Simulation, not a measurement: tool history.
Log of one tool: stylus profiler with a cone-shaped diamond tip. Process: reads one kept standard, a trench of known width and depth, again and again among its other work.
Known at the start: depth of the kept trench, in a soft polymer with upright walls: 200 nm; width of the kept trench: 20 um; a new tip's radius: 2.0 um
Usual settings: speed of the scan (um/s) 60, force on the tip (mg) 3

| run | day | speed of the scan (um/s) | force on the tip (mg) | depth of the trench (angstrom) | width of the trench's floor (µm) |
|---|---|---|---|---|---|
| 1 | 0 | 60 | 3 | 2020.1 | 17.56 |
| 2 | 2.308 | 60 | 3 | 2021.5 | 17.44 |
| 3 | 5.496 | 60 | 3 | 2021.4 | 17.57 |
| 4 | 7.888 | 60 | 3 | 2024.2 | 17.48 |
| 5 | 9.458 | 60 | 3 | 2023.2 | 17.47 |
| 6 | 11.8 | 60 | 3 | 2022.6 | 17.42 |
| 7 | 14.775 | 60 | 3 | 2020.7 | 17.46 |
| 8 | 17.65 | 60 | 3 | 2020.5 | 17.42 |
| 9 | 19.779 | 60 | 3 | 2023.4 | 17.41 |
| 10 | 22.475 | 60 | 3 | 2022.2 | 17.36 |
| 11 | 24.812 | 52 | 3 | 2019.2 | 17.36 |
| 12 | 27.025 | 147 | 3 | 2021.4 | 17 |
| 13 | 30.192 | 147 | 3 | 2021.5 | 16.96 |
| 14 | 32.375 | 147 | 3 | 2020 | 16.96 |
| 15 | 34.238 | 26 | 3 | 2017.4 | 17.38 |
| 16 | 36.204 | 121 | 3 | 2017.2 | 17.01 |
| 17 | 38.917 | 121 | 3 | 2019.5 | 16.96 |
| 18 | 40.571 | 121 | 3 | 2018.2 | 17 |
| 19 | 43.738 | 121 | 3 | 2018.1 | 16.94 |
| 20 | 45.796 | 121 | 3 | 2018.5 | 16.95 |
| 21 | 48.121 | 36 | 8.2 | 2045.5 | 17.31 |
| 22 | 50.379 | 46 | 3.76 | 2021.4 | 17.24 |
| 23 | 51.725 | 17 | 5.85 | 2034.2 | 17.29 |
| 24 | 53.629 | 17 | 5.85 | 2035 | 17.32 |
| 25 | 56.838 | 106 | 5.85 | 2033.5 | 17.06 |
| 26 | 58.829 | 106 | 5.85 | 2032.9 | 17.01 |
| 27 | 60.317 | 106 | 5.85 | 2034.1 | 16.97 |
| 28 | 62.621 | 39 | 3.17 | 2016.8 | 17.2 |
| 29 | 64.996 | 121 | 3.09 | 2017.2 | 16.82 |
| 30 | 67.612 | 43 | 4.23 | 2021.5 | 17.14 |
| 31 | 69.038 | 43 | 4.23 | 2021 | 17.07 |
| 32 | 71.042 | 60 | 8.34 | 2043.6 | 17.06 |
| 33 | 73.029 | 84 | 8.34 | 2043.4 | 17.05 |
| 34 | 76.225 | 189 | 4.9 | 2025.9 | 16.66 |
| 35 | 78.492 | 60 | 3.91 | 2020.6 | 16.97 |
| 36 | 81.471 | 60 | 3.91 | 2019.3 | 16.95 |
| 37 | 84.033 | 62 | 3.11 | 2017.3 | 16.93 |
| 38 | 86.754 | 144 | 2 | 2005 | 16.45 |
| 39 | 89.288 | 217 | 4.35 | 2021.8 | 16.46 |
| 40 | 91.492 | 20 | 2.79 | 2011.9 | 17 |

3 ways to go on from here, each from the tool as it stands after run 40. What would each give?
| A | 93.875 | 18 | 4.19 | ? | ? |
| B | 93.875 | 36 | 2.79 | ? | ? |
| C | 93.875 | 82 | 2.37 | ? | ? |

| run | depth of the trench (angstrom) | width of the trench's floor (µm) |
|---|---|---|
| A | 2020 | 17 |
| B | 2010.9 | 16.94 |
| C | 2006.7 | 16.73 |
Without the tool's hidden state the same runs would have given:
| run | depth of the trench (angstrom) | width of the trench's floor (µm) |
|---|---|---|
| A | 2037.7 | 18.18 |
| B | 2028.5 | 18.12 |
| C | 2024.2 | 17.92 |
